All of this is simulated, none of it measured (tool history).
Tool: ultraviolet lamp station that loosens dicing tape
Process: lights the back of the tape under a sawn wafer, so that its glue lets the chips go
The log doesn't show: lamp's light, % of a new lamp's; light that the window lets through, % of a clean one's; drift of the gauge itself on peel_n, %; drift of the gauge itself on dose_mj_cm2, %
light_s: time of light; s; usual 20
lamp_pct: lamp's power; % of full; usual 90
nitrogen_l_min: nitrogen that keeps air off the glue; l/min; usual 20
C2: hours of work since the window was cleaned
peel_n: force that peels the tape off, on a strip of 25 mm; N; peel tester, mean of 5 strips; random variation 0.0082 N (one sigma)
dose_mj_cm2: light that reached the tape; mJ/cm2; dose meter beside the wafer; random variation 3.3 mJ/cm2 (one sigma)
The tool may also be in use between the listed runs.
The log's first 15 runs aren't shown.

Run 16, hour 933.4: usual settings; hours of work of the lamp 974; C2 69. Result: peel_n 0.472 N, dose_mj_cm2 427 mJ/cm2.
Run 17, hour 1007.6: usual settings but light_s 33 s, lamp_pct 93 % of full; hours of work of the lamp 1017; C2 112. Result: peel_n 0.238 N, dose_mj_cm2 702 mJ/cm2.
Run 18, hour 1051.4: usual settings but light_s 15 s, lamp_pct 73 % of full, nitrogen_l_min 12 l/min; hours of work of the lamp 1043; C2 138. Result: peel_n 1.373 N, dose_mj_cm2 242 mJ/cm2.
Run 19, hour 1110.1: usual settings but lamp_pct 83 % of full, nitrogen_l_min 7 l/min; hours of work of the lamp 1078; C2 173. Result: peel_n 1.102 N, dose_mj_cm2 366 mJ/cm2.
Run 20, hour 1181: usual settings but lamp_pct 79 % of full, nitrogen_l_min 7 l/min; hours of work of the lamp 1120; C2 215. Result: peel_n 1.25 N, dose_mj_cm2 340 mJ/cm2.
At hour 1225.1: window cleaned of glue's vapour.
Run 21, hour 1242.4: usual settings but light_s 24 s, lamp_pct 64 % of full, nitrogen_l_min 15 l/min; hours of work of the lamp 1156; C2 10. Result: peel_n 0.761 N, dose_mj_cm2 348 mJ/cm2.
Run 22, hour 1307.4: usual settings but light_s 24 s, lamp_pct 64 % of full, nitrogen_l_min 15 l/min; hours of work of the lamp 1194; C2 49. Result: peel_n 0.804 N, dose_mj_cm2 344 mJ/cm2.
Run 23, hour 1376.4: usual settings but light_s 35 s, lamp_pct 73 % of full, nitrogen_l_min 19 l/min; hours of work of the lamp 1235; C2 89. Result: peel_n 0.323 N, dose_mj_cm2 564 mJ/cm2.
Run 24, hour 1430.5: usual settings but light_s 35 s, lamp_pct 73 % of full, nitrogen_l_min 19 l/min; hours of work of the lamp 1267; C2 121. Result: peel_n 0.324 N, dose_mj_cm2 553 mJ/cm2.
Run 25, hour 1467.1: usual settings but light_s 14 s, nitrogen_l_min 10 l/min; hours of work of the lamp 1288; C2 143. Result: peel_n 1.381 N, dose_mj_cm2 268 mJ/cm2.
Run 26, hour 1527.4: usual settings but light_s 17 s, nitrogen_l_min 31 l/min; hours of work of the lamp 1324; C2 178. Result: peel_n 0.576 N, dose_mj_cm2 319 mJ/cm2.
Run 27, hour 1594.8: usual settings but light_s 17 s, nitrogen_l_min 31 l/min; hours of work of the lamp 1364; C2 218. Result: peel_n 0.61 N, dose_mj_cm2 313 mJ/cm2.
At hour 1631.7: window cleaned of glue's vapour.
Run 28, hour 1672.6: usual settings but light_s 12 s, lamp_pct 68 % of full, nitrogen_l_min 27 l/min; hours of work of the lamp 1409; C2 24. Result: peel_n 1.449 N, dose_mj_cm2 175 mJ/cm2.
Run 29, hour 1735.1: usual settings but light_s 12 s, lamp_pct 68 % of full, nitrogen_l_min 27 l/min; hours of work of the lamp 1446; C2 61. Result: peel_n 1.53 N, dose_mj_cm2 170 mJ/cm2.
Run 30, hour 1814.6: usual settings but light_s 12 s, lamp_pct 68 % of full, nitrogen_l_min 27 l/min; hours of work of the lamp 1493; C2 108. Result: peel_n 1.512 N, dose_mj_cm2 163 mJ/cm2.

Forecast each of these 5 alternatives for the next run:
Run A, hour 1877: usual settings but lamp_pct 91 % of full; hours of work of the lamp 1530; C2 145. Result: peel_n ?, dose_mj_cm2 ?.
Run B, hour 1877: usual settings but lamp_pct 66 % of full, nitrogen_l_min 11 l/min; hours of work of the lamp 1530; C2 145. Result: peel_n ?, dose_mj_cm2 ?.
Run C, hour 1877: usual settings but lamp_pct 83 % of full; hours of work of the lamp 1530; C2 145. Result: peel_n ?, dose_mj_cm2 ?.
Run D, hour 1877: usual settings but light_s 38 s, lamp_pct 73 % of full, nitrogen_l_min 14 l/min; hours of work of the lamp 1530; C2 145. Result: peel_n ?, dose_mj_cm2 ?.
Run E, hour 1877: usual settings but light_s 32 s, lamp_pct 64 % of full, nitrogen_l_min 22 l/min; hours of work of the lamp 1530; C2 145. Result: peel_n ?, dose_mj_cm2 ?.

run  peel_n  dose_mj_cm2
  A   0.619          363
  B    1.36          261
  C   0.697          329
  D   0.385          542
  E   0.487          408
Without the tool's hidden state the same runs would have given:
run  peel_n  dose_mj_cm2
  A   0.325          546
  B   0.786          393
  C   0.364          494
  D   0.231          818
  E   0.268          613
